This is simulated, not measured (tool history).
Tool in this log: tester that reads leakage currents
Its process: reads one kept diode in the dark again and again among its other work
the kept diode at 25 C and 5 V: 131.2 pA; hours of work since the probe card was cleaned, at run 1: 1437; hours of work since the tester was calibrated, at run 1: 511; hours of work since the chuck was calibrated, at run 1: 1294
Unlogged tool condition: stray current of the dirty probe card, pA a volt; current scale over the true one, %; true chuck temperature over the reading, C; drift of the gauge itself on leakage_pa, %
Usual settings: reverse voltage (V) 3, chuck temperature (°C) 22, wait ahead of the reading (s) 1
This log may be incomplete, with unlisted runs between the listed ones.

run	hour	reverse voltage (V)	chuck temperature (°C)	wait ahead of the reading (s)	hours of work since the probe card was cleaned	hours of work since the tester was calibrated	hours of work since the chuck was calibrated	current that the tester gives (pA)
1	0	3	22	1	1437	511	1294	89.85
2	66.7	3	57	1	1472	546	1330	919.56
3	173.7	3	22	1	1529	603	1386	89.75
# hour 192.5: probe card cleaned and baked
4	282.6	3	22	1	48	659	1442	90.38
5	379.6	3	22	1	99	710	1494	89.51
6	476.7	3	22	0.85	151	762	1545	89.32
# hour 510.9: chuck's temperature calibrated
7	540.7	3	22	1	183	795	16	90.02
8	610	1.44	22	1	220	831	53	70.75
9	677.8	1.44	22	1	256	867	88	70.68
10	724.9	1.44	22	1	281	892	113	70.78
11	806.3	3	22	1	324	935	156	89.89
12	885.6	3	22	1	366	977	199	89.7
13	984.9	8.67	22	1	419	1030	251	126.9
14	1060.3	3	22	1	459	1070	291	90
15	1142.8	3	22	1	502	1114	335	89.46
16	1203.7	3	22	1	535	1146	367	90.25
17	1306.2	17.11	22	1	589	1200	421	157.88
18	1374.3	17.11	22	1	625	1236	457	158.5
19	1437.9	17.11	22	1	659	1270	491	157.92
20	1509.2	17.11	22	1	696	1308	529	158.26
21	1595.3	4.44	33	6.78	742	1353	574	223.9
22	1662.4	4.44	33	6.78	777	1389	610	223.9

The next listed run, before its measurement:
23	1745.8	4.44	33	6.78	822	1433	654	?

Run 23 measured current that the tester gives (pA) 223.52.
With no hidden state in the tool, this same run would have given current that the tester gives (pA) 223.8.

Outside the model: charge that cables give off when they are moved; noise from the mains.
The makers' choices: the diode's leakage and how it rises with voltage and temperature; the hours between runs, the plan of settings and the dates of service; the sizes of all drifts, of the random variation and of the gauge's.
